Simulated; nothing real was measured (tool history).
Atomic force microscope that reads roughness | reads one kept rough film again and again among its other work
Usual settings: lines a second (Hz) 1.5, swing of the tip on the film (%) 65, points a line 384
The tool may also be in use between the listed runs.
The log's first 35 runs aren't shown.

| run | hour | lines a second (Hz) | swing of the tip on the film (%) | points a line | pictures with this tip | hours of work since the height scale was calibrated | roughness of the kept film (nm (root mean square)) |
|---|---|---|---|---|---|---|---|
| 36 | 1883.8 | 0.72 | 88 | 495 | 287 | 1102 | 4.171 |
|  | 1927.5 | new tip fitted |
| 37 | 1944.7 | 1.1 | 88 | 472 | 13 | 1131 | 4.112 |
| 38 | 2017.1 | 1.1 | 70 | 472 | 67 | 1165 | 4.242 |
| 39 | 2082.9 | 1.1 | 82 | 903 | 115 | 1197 | 4.183 |
| 40 | 2131.8 | 1.1 | 82 | 903 | 152 | 1220 | 4.192 |
| 41 | 2166.2 | 0.76 | 65 | 359 | 177 | 1237 | 4.251 |
| 42 | 2213.5 | 2.94 | 74 | 702 | 213 | 1259 | 4.069 |
| 43 | 2257.8 | 1.07 | 65 | 384 | 246 | 1280 | 4.224 |
| 44 | 2330.6 | 0.75 | 82 | 993 | 300 | 1315 | 4.198 |
|  | 2354.6 | new tip fitted |
| 45 | 2383.1 | 2.07 | 82 | 993 | 22 | 1340 | 4.05 |
| 46 | 2432.1 | 1.12 | 56 | 349 | 58 | 1364 | 4.256 |
| 47 | 2476.3 | 3.84 | 62 | 481 | 91 | 1385 | 4.182 |
| 48 | 2535.3 | 1.17 | 58 | 481 | 135 | 1413 | 4.259 |
| 49 | 2569.9 | 1.98 | 73 | 601 | 160 | 1429 | 4.147 |

5 ways to go on from here, each from the tool as it stands after run 49. What would each give?
| A | 2630.3 | 1.09 | 59 | 805 | 205 | 1458 | ? |
| B | 2630.3 | 1.98 | 56 | 528 | 205 | 1458 | ? |
| C | 2630.3 | 1.09 | 73 | 298 | 205 | 1458 | ? |
| D | 2630.3 | 0.82 | 73 | 601 | 205 | 1458 | ? |
| E | 2630.3 | 1.98 | 73 | 301 | 205 | 1458 | ? |

| run | roughness of the kept film (nm (root mean square)) |
|---|---|
| A | 4.273 |
| B | 4.246 |
| C | 4.212 |
| D | 4.253 |
| E | 4.138 |
Without the tool's hidden state the same runs would have given:
| run | roughness of the kept film (nm (root mean square)) |
|---|---|
| A | 4.278 |
| B | 4.252 |
| C | 4.217 |
| D | 4.258 |
| E | 4.144 |

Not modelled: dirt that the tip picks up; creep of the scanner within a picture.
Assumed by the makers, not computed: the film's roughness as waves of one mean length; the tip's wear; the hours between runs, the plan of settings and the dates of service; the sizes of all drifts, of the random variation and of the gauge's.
